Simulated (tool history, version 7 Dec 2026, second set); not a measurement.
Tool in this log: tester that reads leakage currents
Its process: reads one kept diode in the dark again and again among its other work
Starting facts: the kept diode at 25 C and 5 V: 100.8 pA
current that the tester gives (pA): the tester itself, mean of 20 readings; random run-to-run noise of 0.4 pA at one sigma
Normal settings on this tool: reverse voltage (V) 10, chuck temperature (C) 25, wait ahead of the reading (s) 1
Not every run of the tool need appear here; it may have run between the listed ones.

| run | hour | reverse voltage (V) | chuck temperature (C) | wait ahead of the reading (s) | current that the tester gives (pA) |
|---|---|---|---|---|---|
| 1 | 0 | 10 | 25 | 1 | 135.19 |
| 2 | 88.9 | 10 | 25 | 0.37 | 139.86 |
| 3 | 252.8 | 10 | 25 | 0.37 | 138.58 |
| 4 | 425.8 | 10 | 25 | 0.37 | 138.81 |
| 5 | 528.7 | 10 | 25 | 0.37 | 138.23 |
| 6 | 667.5 | 10 | 25 | 0.37 | 137.71 |
| 7 | 860.8 | 10 | 25 | 0.37 | 137.85 |
| 8 | 1012.8 | 10 | 25 | 1 | 133.56 |
|  | 1105.9 | chuck's temperature calibrated |
| 9 | 1219.8 | 10 | 25 | 1 | 142.3 |
| 10 | 1364.2 | 10 | 25 | 1 | 142.01 |
| 11 | 1457.5 | 10 | 25 | 1 | 141.13 |
| 12 | 1611.4 | 10 | 25 | 1 | 141.7 |
| 13 | 1755 | 10 | 25 | 1 | 140.95 |
| 14 | 1960.1 | 10 | 25 | 1 | 141.11 |
| 15 | 2150.7 | 10 | 25 | 1 | 140.69 |
| 16 | 2363.1 | 2.9 | 25 | 1 | 83.32 |
| 17 | 2498.9 | 10 | 25 | 6.47 | 137.88 |
| 18 | 2699.4 | 10 | 48 | 1 | 773.27 |
| 19 | 2843.4 | 10 | 25 | 1 | 138.37 |
| 20 | 3037.4 | 10 | 25 | 1 | 139.12 |
|  | 3070.4 | chuck's temperature calibrated |
| 21 | 3187.8 | 4.1 | 49 | 4.95 | 616.7 |
| 22 | 3285.1 | 7.1 | 25 | 1 | 126.53 |
| 23 | 3402.9 | 7.1 | 25 | 1 | 126.39 |
| 24 | 3548.8 | 12.6 | 23 | 1 | 140.51 |
| 25 | 3666 | 12.6 | 43 | 0.71 | 610.3 |
|  | 3683.3 | tester calibrated |
| 26 | 3814.8 | 12.6 | 30 | 0.71 | 233.87 |
| 27 | 4014.8 | 15.9 | 49 | 8.97 | 1011.01 |
| 28 | 4201.2 | 9 | 43 | 1.2 | 526.98 |
| 29 | 4350.7 | 9.5 | 52 | 0.45 | 1023.97 |
|  | 4387.4 | tester calibrated, once more |
|  | 4442.9 | probe card cleaned and baked |
| 30 | 4485.3 | 1.5 | 54 | 0.42 | 575.64 |
| 31 | 4628.6 | 10 | 58 | 9.19 | 1541.95 |
| 32 | 4799.7 | 10 | 45 | 8.97 | 608.24 |
| 33 | 4912.9 | 2.5 | 45 | 0.86 | 363.34 |
|  | 5050.8 | chuck's temperature calibrated |
| 34 | 5096.3 | 2.7 | 45 | 0.86 | 382.37 |
| 35 | 5270.1 | 2.7 | 45 | 0.86 | 380.15 |
| 36 | 5429.1 | 10 | 25 | 9.59 | 128.81 |
| 37 | 5600.7 | 1.8 | 36 | 3.36 | 162.45 |
| 38 | 5760.6 | 10 | 32 | 1.89 | 228.14 |

For some of the steps in current that the tester gives (pA) from one run to the next: how much would appear even if the tool had no hidden state, given the settings, what came in and random variation, and how much remains for the hidden state plus any gauge scatter that the measured result and the result without hidden state don't share?
Hidden state at play: stray current of the dirty probe card, pA a volt; current scale over the true one, %; true chuck temperature over the reading, C; drift of the gauge itself on leakage_pa, %.
Run 17 -> 18: chuck temperature (C) 25 -> 48, wait ahead of the reading (s) 6.47 -> 1. current that the tester gives (pA) +635.39: hidden state -29.54, all else +664.93.
Run 26 -> 27: reverse voltage (V) 12.6 -> 15.9, chuck temperature (C) 30 -> 49, wait ahead of the reading (s) 0.71 -> 8.97. current that the tester gives (pA) +777.14: hidden state -13.83, all else +790.97.
Run 30 -> 31: reverse voltage (V) 1.5 -> 10, chuck temperature (C) 54 -> 58, wait ahead of the reading (s) 0.42 -> 9.19. current that the tester gives (pA) +966.31: hidden state -37.59, all else +1003.9.
Run 31 -> 32: chuck temperature (C) 58 -> 45, wait ahead of the reading (s) 9.19 -> 8.97. current that the tester gives (pA) -933.71: hidden state +30.49, all else -964.2.

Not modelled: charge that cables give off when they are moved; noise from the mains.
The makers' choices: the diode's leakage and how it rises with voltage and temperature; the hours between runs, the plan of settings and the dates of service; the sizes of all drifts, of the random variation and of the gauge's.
